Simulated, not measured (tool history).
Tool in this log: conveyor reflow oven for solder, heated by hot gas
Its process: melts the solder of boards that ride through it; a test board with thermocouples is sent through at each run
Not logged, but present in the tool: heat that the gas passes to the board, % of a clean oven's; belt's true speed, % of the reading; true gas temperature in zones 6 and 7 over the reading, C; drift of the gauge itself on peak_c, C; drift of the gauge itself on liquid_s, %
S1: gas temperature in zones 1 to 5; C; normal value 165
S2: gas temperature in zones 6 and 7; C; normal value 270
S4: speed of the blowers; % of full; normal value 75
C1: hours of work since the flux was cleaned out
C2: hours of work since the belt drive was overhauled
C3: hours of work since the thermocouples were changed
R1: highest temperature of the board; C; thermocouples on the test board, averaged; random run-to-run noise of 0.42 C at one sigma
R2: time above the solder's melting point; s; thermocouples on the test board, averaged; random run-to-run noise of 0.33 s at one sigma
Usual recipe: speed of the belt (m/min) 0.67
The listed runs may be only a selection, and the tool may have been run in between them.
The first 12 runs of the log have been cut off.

{"day": 11.138, "done": "thermocouples of zones 6 and 7 changed"}
{"run": 13, "day": 11.142, "S1": 165, "S2": 274, "speed of the belt (m/min)": 0.67, "S4": 75, "C1": 64, "C2": 571, "C3": 0, "R1": 258, "R2": 55.1}
{"run": 14, "day": 11.888, "S1": 165, "S2": 274, "speed of the belt (m/min)": 0.67, "S4": 75, "C1": 77, "C2": 585, "C3": 13, "R1": 257.5, "R2": 55.7}
{"run": 15, "day": 12.662, "S1": 165, "S2": 270, "speed of the belt (m/min)": 0.684, "S4": 75, "C1": 91, "C2": 598, "C3": 27, "R1": 252.8, "R2": 51.3}
{"run": 16, "day": 13.458, "S1": 165, "S2": 270, "speed of the belt (m/min)": 0.67, "S4": 75, "C1": 105, "C2": 613, "C3": 41, "R1": 253.6, "R2": 52.5}
{"run": 17, "day": 14.496, "S1": 165, "S2": 270, "speed of the belt (m/min)": 0.67, "S4": 75, "C1": 123, "C2": 631, "C3": 59, "R1": 254.4, "R2": 53.2}
{"run": 18, "day": 15.679, "S1": 169, "S2": 270, "speed of the belt (m/min)": 0.754, "S4": 75, "C1": 144, "C2": 652, "C3": 80, "R1": 250.3, "R2": 45.5}
{"run": 19, "day": 16.571, "S1": 153, "S2": 273, "speed of the belt (m/min)": 0.67, "S4": 51, "C1": 160, "C2": 668, "C3": 96, "R1": 247.2, "R2": 43.4}
{"run": 20, "day": 17.196, "S1": 153, "S2": 273, "speed of the belt (m/min)": 0.67, "S4": 51, "C1": 171, "C2": 679, "C3": 107, "R1": 246.8, "R2": 43.5}
{"run": 21, "day": 17.829, "S1": 165, "S2": 270, "speed of the belt (m/min)": 0.632, "S4": 90, "C1": 182, "C2": 690, "C3": 118, "R1": 257.5, "R2": 59.3}
{"run": 22, "day": 18.946, "S1": 151, "S2": 258, "speed of the belt (m/min)": 0.558, "S4": 53, "C1": 202, "C2": 710, "C3": 138, "R1": 241.8, "R2": 47.9}
{"run": 23, "day": 19.6, "S1": 151, "S2": 258, "speed of the belt (m/min)": 0.558, "S4": 53, "C1": 213, "C2": 721, "C3": 150, "R1": 242.2, "R2": 47.8}
{"run": 24, "day": 20.233, "S1": 151, "S2": 258, "speed of the belt (m/min)": 0.558, "S4": 53, "C1": 225, "C2": 732, "C3": 161, "R1": 241.3, "R2": 47.3}
{"run": 25, "day": 21.062, "S1": 151, "S2": 258, "speed of the belt (m/min)": 0.731, "S4": 70, "C1": 239, "C2": 747, "C3": 176, "R1": 235.3, "R2": 29.5}
{"run": 26, "day": 21.842, "S1": 151, "S2": 258, "speed of the belt (m/min)": 0.731, "S4": 70, "C1": 253, "C2": 761, "C3": 189, "R1": 235.6, "R2": 29.2}
{"run": 27, "day": 22.758, "S1": 151, "S2": 258, "speed of the belt (m/min)": 0.731, "S4": 70, "C1": 269, "C2": 777, "C3": 206, "R1": 234.9, "R2": 29}
{"run": 28, "day": 23.492, "S1": 177, "S2": 258, "speed of the belt (m/min)": 0.769, "S4": 70, "C1": 282, "C2": 790, "C3": 219, "R1": 239.1, "R2": 36.8}
{"run": 29, "day": 24.196, "S1": 165, "S2": 276, "speed of the belt (m/min)": 0.603, "S4": 75, "C1": 295, "C2": 803, "C3": 231, "R1": 261.6, "R2": 64.1}
{"day": 25.021, "done": "flux residue cleaned out of gas plates and filters"}
{"run": 30, "day": 25.446, "S1": 179, "S2": 276, "speed of the belt (m/min)": 0.603, "S4": 70, "C1": 8, "C2": 821, "C3": 250, "R1": 264, "R2": 70.7}
{"run": 31, "day": 25.938, "S1": 179, "S2": 276, "speed of the belt (m/min)": 0.603, "S4": 70, "C1": 16, "C2": 830, "C3": 258, "R1": 264, "R2": 70.8}

Forecast each of these 3 alternatives for the next run:
{"run": "A", "day": 26.871, "S1": 165, "S2": 263, "speed of the belt (m/min)": 0.67, "S4": 88, "C1": 33, "C2": 846, "C3": 275, "R1": "?", "R2": "?"}
{"run": "B", "day": 26.871, "S1": 168, "S2": 264, "speed of the belt (m/min)": 0.67, "S4": 75, "C1": 33, "C2": 846, "C3": 275, "R1": "?", "R2": "?"}
{"run": "C", "day": 26.871, "S1": 179, "S2": 276, "speed of the belt (m/min)": 0.732, "S4": 87, "C1": 33, "C2": 846, "C3": 275, "R1": "?", "R2": "?"}

run=A R1=249.8 R2=52
run=B R1=249.8 R2=52
run=C R1=260.8 R2=56.3
Stripped of hidden state, with their random variation kept, the same runs would have yielded:
run=A R1=250.1 R2=51
run=B R1=250.1 R2=51
run=C R1=261.1 R2=55.2
